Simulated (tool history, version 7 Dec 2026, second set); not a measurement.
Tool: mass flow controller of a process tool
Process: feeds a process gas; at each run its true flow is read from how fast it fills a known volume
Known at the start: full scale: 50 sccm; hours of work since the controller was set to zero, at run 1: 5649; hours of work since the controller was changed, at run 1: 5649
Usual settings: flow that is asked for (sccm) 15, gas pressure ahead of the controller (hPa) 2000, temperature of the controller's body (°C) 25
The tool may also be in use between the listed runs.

run      day  flow that is asked for (sccm)  gas pressure ahead of the controller (hPa)  temperature of the controller's body (°C)  hours of work since the controller was set to zero  hours of work since the controller was changed  true flow (%)
  1    0.000                             15                                        2000                                         25                                                5649                                            5649          99.44
  2   11.188                             15                                        2000                                         25                                                5757                                            5757          99.46
  3   18.121                             15                                        2000                                         25                                                5823                                            5823          99.58
  4   31.142                             15                                        2000                                         25                                                5949                                            5949          99.68
  5   43.838                             15                                        2640                                         25                                                6071                                            6071          99.38
  6   53.108                             15                                        2640                                         25                                                6160                                            6160          99.34
  7   59.712                             15                                        2640                                         25                                                6224                                            6224          99.48
  8   69.204                             15                                        2640                                         25                                                6315                                            6315          99.49
  9   83.679                             15                                        2640                                         25                                                6455                                            6455          99.64
 10   97.896                             15                                        2640                                         25                                                6592                                            6592          99.63
     107.733  -- controller's zero set anew
 11  109.229                             15                                        2640                                         25                                                  14                                            6701          99.84
 12  116.758                             15                                        2640                                         25                                                  87                                            6773          99.76
 13  130.121                             15                                        2640                                         25                                                 216                                            6902          99.92
 14  144.088                             15                                        2640                                         25                                                 350                                            7037          99.92
 15  152.683                             15                                        2640                                         25                                                 433                                            7119         100.04
 16  161.733                             15                                        2640                                         25                                                 520                                            7207         100.08
 17  170.292                             15                                        2000                                         25                                                 603                                            7289         100.47
 18  179.617                             15                                        2000                                         25                                                 692                                            7379         100.60
 19  193.333                             15                                        2000                                         25                                                 825                                            7511         100.61
 20  203.708                             15                                        2000                                         32                                                 925                                            7611         100.54
 21  212.983                             17                                        2000                                         25                                                1014                                            7700         100.83
 22  227.450                             15                                        2000                                         25                                                1153                                            7840         100.80
 23  238.958                             15                                        1880                                         25                                                1264                                            7950         100.87
 24  246.812                             14                                        1630                                         25                                                1340                                            8026         101.23
 25  254.100                             14                                        1630                                         25                                                1410                                            8096         101.20
 26  261.050                             42                                        2280                                         25                                                1477                                            8163         101.24
 27  270.425                             42                                        2390                                         25                                                1567                                            8254         101.22
 28  280.579                             42                                        2390                                         25                                                1665                                            8351         101.17
 29  289.629                             42                                        2390                                         25                                                1752                                            8439         101.33

Forecast run 30:
 30  297.988                             19                                        2000                                         25                                                1833                                            8519              ?

true flow (%): 101.25
Without the tool's hidden state the same run would have given true flow (%) 99.53.
